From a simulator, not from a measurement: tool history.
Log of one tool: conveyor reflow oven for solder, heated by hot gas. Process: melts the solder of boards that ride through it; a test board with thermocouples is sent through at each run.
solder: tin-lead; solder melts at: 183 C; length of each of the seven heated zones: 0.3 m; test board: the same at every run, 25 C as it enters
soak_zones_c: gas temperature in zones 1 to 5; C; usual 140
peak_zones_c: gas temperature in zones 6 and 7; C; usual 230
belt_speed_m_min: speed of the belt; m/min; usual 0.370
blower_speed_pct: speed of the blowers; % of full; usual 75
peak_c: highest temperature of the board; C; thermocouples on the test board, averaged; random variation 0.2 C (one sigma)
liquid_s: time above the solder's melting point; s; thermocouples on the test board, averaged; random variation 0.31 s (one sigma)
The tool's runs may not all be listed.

{"run": 1, "hour": 0.0, "soak_zones_c": 140, "peak_zones_c": 230, "belt_speed_m_min": 0.37, "blower_speed_pct": 75, "peak_c": 210.7, "liquid_s": 65.6}
{"run": 2, "hour": 80.2, "soak_zones_c": 140, "peak_zones_c": 230, "belt_speed_m_min": 0.37, "blower_speed_pct": 75, "peak_c": 210.6, "liquid_s": 65.7}
{"run": 3, "hour": 146.1, "soak_zones_c": 140, "peak_zones_c": 230, "belt_speed_m_min": 0.37, "blower_speed_pct": 89, "peak_c": 213.7, "liquid_s": 70.1}
{"run": 4, "hour": 221.5, "soak_zones_c": 140, "peak_zones_c": 230, "belt_speed_m_min": 0.37, "blower_speed_pct": 53, "peak_c": 201.0, "liquid_s": 49.0}
{"run": 5, "hour": 288.5, "soak_zones_c": 140, "peak_zones_c": 230, "belt_speed_m_min": 0.37, "blower_speed_pct": 53, "peak_c": 201.1, "liquid_s": 48.7}
{"run": 6, "hour": 360.6, "soak_zones_c": 140, "peak_zones_c": 230, "belt_speed_m_min": 0.37, "blower_speed_pct": 53, "peak_c": 200.7, "liquid_s": 48.1}
{"hour": 368.5, "done": "thermocouples of zones 6 and 7 changed"}
{"run": 7, "hour": 441.6, "soak_zones_c": 140, "peak_zones_c": 230, "belt_speed_m_min": 0.37, "blower_speed_pct": 53, "peak_c": 200.6, "liquid_s": 47.3}
{"hour": 453.8, "done": "flux residue cleaned out of gas plates and filters"}
{"run": 8, "hour": 516.8, "soak_zones_c": 140, "peak_zones_c": 230, "belt_speed_m_min": 0.37, "blower_speed_pct": 53, "peak_c": 203.5, "liquid_s": 53.1}
{"run": 9, "hour": 578.2, "soak_zones_c": 135, "peak_zones_c": 230, "belt_speed_m_min": 0.37, "blower_speed_pct": 75, "peak_c": 211.1, "liquid_s": 64.5}
{"run": 10, "hour": 615.2, "soak_zones_c": 142, "peak_zones_c": 230, "belt_speed_m_min": 0.37, "blower_speed_pct": 75, "peak_c": 211.8, "liquid_s": 69.4}
{"run": 11, "hour": 657.2, "soak_zones_c": 142, "peak_zones_c": 230, "belt_speed_m_min": 0.37, "blower_speed_pct": 75, "peak_c": 212.2, "liquid_s": 68.9}
{"run": 12, "hour": 733.2, "soak_zones_c": 140, "peak_zones_c": 230, "belt_speed_m_min": 0.37, "blower_speed_pct": 75, "peak_c": 211.3, "liquid_s": 67.2}
{"run": 13, "hour": 798.2, "soak_zones_c": 140, "peak_zones_c": 230, "belt_speed_m_min": 0.37, "blower_speed_pct": 75, "peak_c": 210.8, "liquid_s": 67.3}
{"run": 14, "hour": 852.6, "soak_zones_c": 140, "peak_zones_c": 230, "belt_speed_m_min": 0.37, "blower_speed_pct": 75, "peak_c": 210.8, "liquid_s": 66.4}
{"run": 15, "hour": 885.8, "soak_zones_c": 140, "peak_zones_c": 230, "belt_speed_m_min": 0.37, "blower_speed_pct": 75, "peak_c": 210.9, "liquid_s": 66.6}
{"run": 16, "hour": 956.9, "soak_zones_c": 140, "peak_zones_c": 230, "belt_speed_m_min": 0.37, "blower_speed_pct": 75, "peak_c": 210.3, "liquid_s": 66.7}
{"run": 17, "hour": 994.6, "soak_zones_c": 154, "peak_zones_c": 223, "belt_speed_m_min": 0.37, "blower_speed_pct": 75, "peak_c": 207.7, "liquid_s": 70.9}
{"run": 18, "hour": 1041.1, "soak_zones_c": 144, "peak_zones_c": 244, "belt_speed_m_min": 0.37, "blower_speed_pct": 59, "peak_c": 216.0, "liquid_s": 73.4}
{"run": 19, "hour": 1096.0, "soak_zones_c": 140, "peak_zones_c": 220, "belt_speed_m_min": 0.345, "blower_speed_pct": 75, "peak_c": 203.8, "liquid_s": 63.0}
{"run": 20, "hour": 1155.9, "soak_zones_c": 145, "peak_zones_c": 220, "belt_speed_m_min": 0.345, "blower_speed_pct": 75, "peak_c": 204.8, "liquid_s": 66.4}
{"hour": 1192.4, "done": "flux residue cleaned out of gas plates and filters"}
{"run": 21, "hour": 1217.6, "soak_zones_c": 154, "peak_zones_c": 237, "belt_speed_m_min": 0.439, "blower_speed_pct": 51, "peak_c": 204.8, "liquid_s": 51.2}
{"run": 22, "hour": 1271.1, "soak_zones_c": 148, "peak_zones_c": 237, "belt_speed_m_min": 0.389, "blower_speed_pct": 51, "peak_c": 208.0, "liquid_s": 61.4}
{"run": 23, "hour": 1320.2, "soak_zones_c": 148, "peak_zones_c": 232, "belt_speed_m_min": 0.389, "blower_speed_pct": 63, "peak_c": 210.0, "liquid_s": 65.3}
{"run": 24, "hour": 1377.3, "soak_zones_c": 136, "peak_zones_c": 232, "belt_speed_m_min": 0.389, "blower_speed_pct": 63, "peak_c": 207.0, "liquid_s": 55.6}
{"run": 25, "hour": 1434.2, "soak_zones_c": 136, "peak_zones_c": 232, "belt_speed_m_min": 0.407, "blower_speed_pct": 63, "peak_c": 204.5, "liquid_s": 49.6}
{"run": 26, "hour": 1470.3, "soak_zones_c": 140, "peak_zones_c": 230, "belt_speed_m_min": 0.337, "blower_speed_pct": 75, "peak_c": 214.6, "liquid_s": 79.8}
{"run": 27, "hour": 1515.4, "soak_zones_c": 149, "peak_zones_c": 236, "belt_speed_m_min": 0.426, "blower_speed_pct": 88, "peak_c": 217.7, "liquid_s": 69.2}
{"run": 28, "hour": 1558.1, "soak_zones_c": 149, "peak_zones_c": 236, "belt_speed_m_min": 0.426, "blower_speed_pct": 88, "peak_c": 217.3, "liquid_s": 68.8}
{"run": 29, "hour": 1627.1, "soak_zones_c": 140, "peak_zones_c": 230, "belt_speed_m_min": 0.37, "blower_speed_pct": 71, "peak_c": 210.3, "liquid_s": 65.5}
{"run": 30, "hour": 1690.9, "soak_zones_c": 140, "peak_zones_c": 239, "belt_speed_m_min": 0.37, "blower_speed_pct": 75, "peak_c": 218.4, "liquid_s": 75.6}
{"hour": 1722.1, "done": "belt drive overhauled, speed set with a stopwatch"}
{"run": 31, "hour": 1763.7, "soak_zones_c": 153, "peak_zones_c": 239, "belt_speed_m_min": 0.37, "blower_speed_pct": 75, "peak_c": 220.1, "liquid_s": 81.6}

3 ways to go on from here, each from the tool as it stands after run 31. What would each give?
{"run": "A", "hour": 1808.2, "soak_zones_c": 140, "peak_zones_c": 234, "belt_speed_m_min": 0.37, "blower_speed_pct": 75, "peak_c": "?", "liquid_s": "?"}
{"run": "B", "hour": 1808.2, "soak_zones_c": 140, "peak_zones_c": 230, "belt_speed_m_min": 0.308, "blower_speed_pct": 75, "peak_c": "?", "liquid_s": "?"}
{"run": "C", "hour": 1808.2, "soak_zones_c": 140, "peak_zones_c": 243, "belt_speed_m_min": 0.435, "blower_speed_pct": 75, "peak_c": "?", "liquid_s": "?"}

run=A peak_c=213.0 liquid_s=67.4
run=B peak_c=215.4 liquid_s=86.7
run=C peak_c=213.3 liquid_s=56.5
Without the tool's hidden state the same runs would have given:
run=A peak_c=215.4 liquid_s=70.8
run=B peak_c=217.1 liquid_s=89.5
run=C peak_c=216.5 liquid_s=60.1

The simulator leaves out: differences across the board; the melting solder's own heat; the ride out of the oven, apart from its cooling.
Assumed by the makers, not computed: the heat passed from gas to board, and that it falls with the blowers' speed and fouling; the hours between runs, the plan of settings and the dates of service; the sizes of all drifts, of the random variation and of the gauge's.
